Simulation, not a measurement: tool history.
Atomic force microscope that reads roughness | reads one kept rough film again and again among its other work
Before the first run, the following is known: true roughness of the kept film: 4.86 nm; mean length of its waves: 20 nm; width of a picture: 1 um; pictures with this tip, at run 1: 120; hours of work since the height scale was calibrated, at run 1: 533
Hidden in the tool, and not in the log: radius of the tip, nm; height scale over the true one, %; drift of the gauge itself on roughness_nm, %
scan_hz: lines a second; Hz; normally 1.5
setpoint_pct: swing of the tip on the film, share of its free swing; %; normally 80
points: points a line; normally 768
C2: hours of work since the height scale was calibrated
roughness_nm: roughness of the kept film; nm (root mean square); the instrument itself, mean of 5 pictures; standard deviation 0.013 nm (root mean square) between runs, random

{"run": 1, "hour": 0.0, "scan_hz": 1.5, "setpoint_pct": 80, "points": 768, "pictures with this tip": 120, "C2": 533, "roughness_nm": 1.733}
{"hour": 50.2, "done": "new tip fitted"}
{"run": 2, "hour": 53.0, "scan_hz": 1.5, "setpoint_pct": 80, "points": 768, "pictures with this tip": 4, "C2": 566, "roughness_nm": 2.87}
{"run": 3, "hour": 93.2, "scan_hz": 1.5, "setpoint_pct": 80, "points": 768, "pictures with this tip": 54, "C2": 591, "roughness_nm": 2.139}
{"run": 4, "hour": 131.5, "scan_hz": 1.5, "setpoint_pct": 80, "points": 768, "pictures with this tip": 102, "C2": 615, "roughness_nm": 1.759}
{"run": 5, "hour": 158.9, "scan_hz": 1.5, "setpoint_pct": 80, "points": 768, "pictures with this tip": 136, "C2": 631, "roughness_nm": 1.538}
{"run": 6, "hour": 189.3, "scan_hz": 1.5, "setpoint_pct": 80, "points": 320, "pictures with this tip": 174, "C2": 650, "roughness_nm": 1.318}
{"hour": 197.7, "done": "new tip fitted"}
{"run": 7, "hour": 245.6, "scan_hz": 1.5, "setpoint_pct": 80, "points": 320, "pictures with this tip": 60, "C2": 685, "roughness_nm": 1.991}
{"run": 8, "hour": 276.6, "scan_hz": 1.5, "setpoint_pct": 80, "points": 402, "pictures with this tip": 99, "C2": 704, "roughness_nm": 1.725}
{"run": 9, "hour": 336.1, "scan_hz": 2.85, "setpoint_pct": 80, "points": 768, "pictures with this tip": 173, "C2": 741, "roughness_nm": 1.235}
{"hour": 346.2, "done": "new tip fitted"}
{"run": 10, "hour": 392.1, "scan_hz": 2.85, "setpoint_pct": 64, "points": 768, "pictures with this tip": 57, "C2": 775, "roughness_nm": 2.177}
{"run": 11, "hour": 438.6, "scan_hz": 1.5, "setpoint_pct": 80, "points": 768, "pictures with this tip": 115, "C2": 804, "roughness_nm": 1.674}
{"hour": 492.9, "done": "new tip fitted"}
{"run": 12, "hour": 493.9, "scan_hz": 1.5, "setpoint_pct": 80, "points": 768, "pictures with this tip": 1, "C2": 838, "roughness_nm": 2.911}
{"run": 13, "hour": 535.2, "scan_hz": 1.5, "setpoint_pct": 80, "points": 768, "pictures with this tip": 53, "C2": 864, "roughness_nm": 2.148}
{"run": 14, "hour": 574.1, "scan_hz": 1.5, "setpoint_pct": 80, "points": 768, "pictures with this tip": 101, "C2": 888, "roughness_nm": 1.722}
{"run": 15, "hour": 633.9, "scan_hz": 1.5, "setpoint_pct": 80, "points": 768, "pictures with this tip": 176, "C2": 925, "roughness_nm": 1.314}
{"hour": 640.9, "done": "new tip fitted"}
{"run": 16, "hour": 678.0, "scan_hz": 1.5, "setpoint_pct": 80, "points": 768, "pictures with this tip": 46, "C2": 952, "roughness_nm": 2.215}
{"run": 17, "hour": 716.3, "scan_hz": 1.5, "setpoint_pct": 80, "points": 768, "pictures with this tip": 94, "C2": 976, "roughness_nm": 1.794}
{"run": 18, "hour": 774.3, "scan_hz": 1.5, "setpoint_pct": 80, "points": 768, "pictures with this tip": 166, "C2": 1012, "roughness_nm": 1.364}
{"hour": 788.8, "done": "new tip fitted"}
{"run": 19, "hour": 834.6, "scan_hz": 1.5, "setpoint_pct": 61, "points": 768, "pictures with this tip": 57, "C2": 1049, "roughness_nm": 2.279}
{"run": 20, "hour": 888.1, "scan_hz": 1.5, "setpoint_pct": 61, "points": 768, "pictures with this tip": 124, "C2": 1082, "roughness_nm": 1.687}
{"run": 21, "hour": 926.5, "scan_hz": 1.66, "setpoint_pct": 69, "points": 260, "pictures with this tip": 172, "C2": 1106, "roughness_nm": 1.365}
{"hour": 935.1, "done": "new tip fitted"}
{"run": 22, "hour": 964.6, "scan_hz": 1.66, "setpoint_pct": 69, "points": 260, "pictures with this tip": 37, "C2": 1129, "roughness_nm": 2.304}
{"run": 23, "hour": 995.4, "scan_hz": 1.54, "setpoint_pct": 81, "points": 299, "pictures with this tip": 75, "C2": 1148, "roughness_nm": 1.858}
{"run": 24, "hour": 1044.7, "scan_hz": 1.54, "setpoint_pct": 81, "points": 299, "pictures with this tip": 136, "C2": 1179, "roughness_nm": 1.467}
{"run": 25, "hour": 1074.7, "scan_hz": 1.53, "setpoint_pct": 77, "points": 299, "pictures with this tip": 174, "C2": 1197, "roughness_nm": 1.303}
{"hour": 1082.3, "done": "new tip fitted"}
{"run": 26, "hour": 1118.3, "scan_hz": 1.53, "setpoint_pct": 77, "points": 299, "pictures with this tip": 44, "C2": 1224, "roughness_nm": 2.189}
{"run": 27, "hour": 1167.0, "scan_hz": 1.12, "setpoint_pct": 74, "points": 434, "pictures with this tip": 105, "C2": 1254, "roughness_nm": 1.719}
{"run": 28, "hour": 1206.8, "scan_hz": 1.59, "setpoint_pct": 57, "points": 890, "pictures with this tip": 155, "C2": 1279, "roughness_nm": 1.484}
{"hour": 1229.8, "done": "new tip fitted"}
{"hour": 1230.8, "done": "height scale calibrated on a step standard"}
{"run": 29, "hour": 1257.5, "scan_hz": 1.59, "setpoint_pct": 57, "points": 890, "pictures with this tip": 33, "C2": 17, "roughness_nm": 2.603}
{"run": 30, "hour": 1310.9, "scan_hz": 0.83, "setpoint_pct": 82, "points": 890, "pictures with this tip": 100, "C2": 50, "roughness_nm": 1.818}
{"run": 31, "hour": 1365.2, "scan_hz": 0.72, "setpoint_pct": 61, "points": 618, "pictures with this tip": 167, "C2": 83, "roughness_nm": 1.489}
{"hour": 1378.7, "done": "new tip fitted"}
{"run": 32, "hour": 1422.0, "scan_hz": 2.39, "setpoint_pct": 66, "points": 368, "pictures with this tip": 54, "C2": 118, "roughness_nm": 2.104}
{"run": 33, "hour": 1452.3, "scan_hz": 2.36, "setpoint_pct": 60, "points": 801, "pictures with this tip": 92, "C2": 137, "roughness_nm": 1.829}
{"run": 34, "hour": 1482.3, "scan_hz": 0.6, "setpoint_pct": 84, "points": 266, "pictures with this tip": 129, "C2": 156, "roughness_nm": 1.554}
{"hour": 1525.7, "done": "new tip fitted"}
{"run": 35, "hour": 1542.7, "scan_hz": 2.81, "setpoint_pct": 78, "points": 631, "pictures with this tip": 21, "C2": 193, "roughness_nm": 2.393}
{"run": 36, "hour": 1576.7, "scan_hz": 1.41, "setpoint_pct": 74, "points": 285, "pictures with this tip": 63, "C2": 214, "roughness_nm": 2.025}
{"run": 37, "hour": 1610.0, "scan_hz": 0.94, "setpoint_pct": 79, "points": 898, "pictures with this tip": 105, "C2": 234, "roughness_nm": 1.751}
{"run": 38, "hour": 1656.3, "scan_hz": 0.79, "setpoint_pct": 80, "points": 641, "pictures with this tip": 163, "C2": 263, "roughness_nm": 1.438}
{"hour": 1671.2, "done": "new tip fitted"}
{"run": 39, "hour": 1706.1, "scan_hz": 0.79, "setpoint_pct": 80, "points": 641, "pictures with this tip": 44, "C2": 294, "roughness_nm": 2.316}

Across each entry between runs, compare the hidden state at the last listed run before it with the hidden state at the first listed run after it:
Logged between run 1 and run 2: new tip fitted (hour 50.2)
  radius of the tip, nm: 31.6 -> 11.1; height scale over the true one, %: -0.71 -> -0.76
  measured result minus the result with no hidden state, roughness_nm: -1.235 -> -0.125 nm (root mean square)
Logged between run 6 and run 7: new tip fitted (hour 197.7)
  radius of the tip, nm: 47.3 -> 23.9; height scale over the true one, %: -0.87 -> -0.92
  measured result minus the result with no hidden state, roughness_nm: -1.622 -> -0.927 nm (root mean square)
Logged between run 9 and run 10: new tip fitted (hour 346.2)
  radius of the tip, nm: 47.1 -> 22.1; height scale over the true one, %: -1 -> -1.05
  measured result minus the result with no hidden state, roughness_nm: -1.516 -> -0.882 nm (root mean square)
Logged between run 11 and run 12: new tip fitted (hour 492.9)
  radius of the tip, nm: 33.3 -> 10.6; height scale over the true one, %: -1.08 -> -1.13
  measured result minus the result with no hidden state, roughness_nm: -1.299 -> -0.093 nm (root mean square)
Logged between run 15 and run 16: new tip fitted (hour 640.9)
  radius of the tip, nm: 48.1 -> 20.1; height scale over the true one, %: -1.24 -> -1.28
  measured result minus the result with no hidden state, roughness_nm: -1.658 -> -0.758 nm (root mean square)
Logged between run 18 and run 19: new tip fitted (hour 788.8)
  radius of the tip, nm: 45.8 -> 21.4; height scale over the true one, %: -1.35 -> -1.4
  measured result minus the result with no hidden state, roughness_nm: -1.621 -> -0.885 nm (root mean square)
Logged between run 21 and run 22: new tip fitted (hour 935.1)
  radius of the tip, nm: 46.2 -> 18.5; height scale over the true one, %: -1.48 -> -1.51
  measured result minus the result with no hidden state, roughness_nm: -1.636 -> -0.679 nm (root mean square)
Logged between run 25 and run 26: new tip fitted (hour 1082.3)
  radius of the tip, nm: 48 -> 20.2; height scale over the true one, %: -1.6 -> -1.64
  measured result minus the result with no hidden state, roughness_nm: -1.648 -> -0.773 nm (root mean square)
Logged between run 28 and run 29: new tip fitted (hour 1229.8); height scale calibrated on a step standard (hour 1230.8)
  radius of the tip, nm: 44.1 -> 16.9; height scale over the true one, %: -1.71 -> -0.11
  measured result minus the result with no hidden state, roughness_nm: -1.699 -> -0.589 nm (root mean square)
Logged between run 31 and run 32: new tip fitted (hour 1378.7)
  radius of the tip, nm: 45.1 -> 23.6; height scale over the true one, %: -0.2 -> -0.25
  measured result minus the result with no hidden state, roughness_nm: -1.702 -> -0.931 nm (root mean square)
Logged between run 34 and run 35: new tip fitted (hour 1525.7)
  radius of the tip, nm: 38.8 -> 15.5; height scale over the true one, %: -0.31 -> -0.35
  measured result minus the result with no hidden state, roughness_nm: -1.464 -> -0.439 nm (root mean square)
Logged between run 38 and run 39: new tip fitted (hour 1671.2)
  radius of the tip, nm: 45.2 -> 20.4; height scale over the true one, %: -0.45 -> -0.49
  measured result minus the result with no hidden state, roughness_nm: -1.664 -> -0.795 nm (root mean square)

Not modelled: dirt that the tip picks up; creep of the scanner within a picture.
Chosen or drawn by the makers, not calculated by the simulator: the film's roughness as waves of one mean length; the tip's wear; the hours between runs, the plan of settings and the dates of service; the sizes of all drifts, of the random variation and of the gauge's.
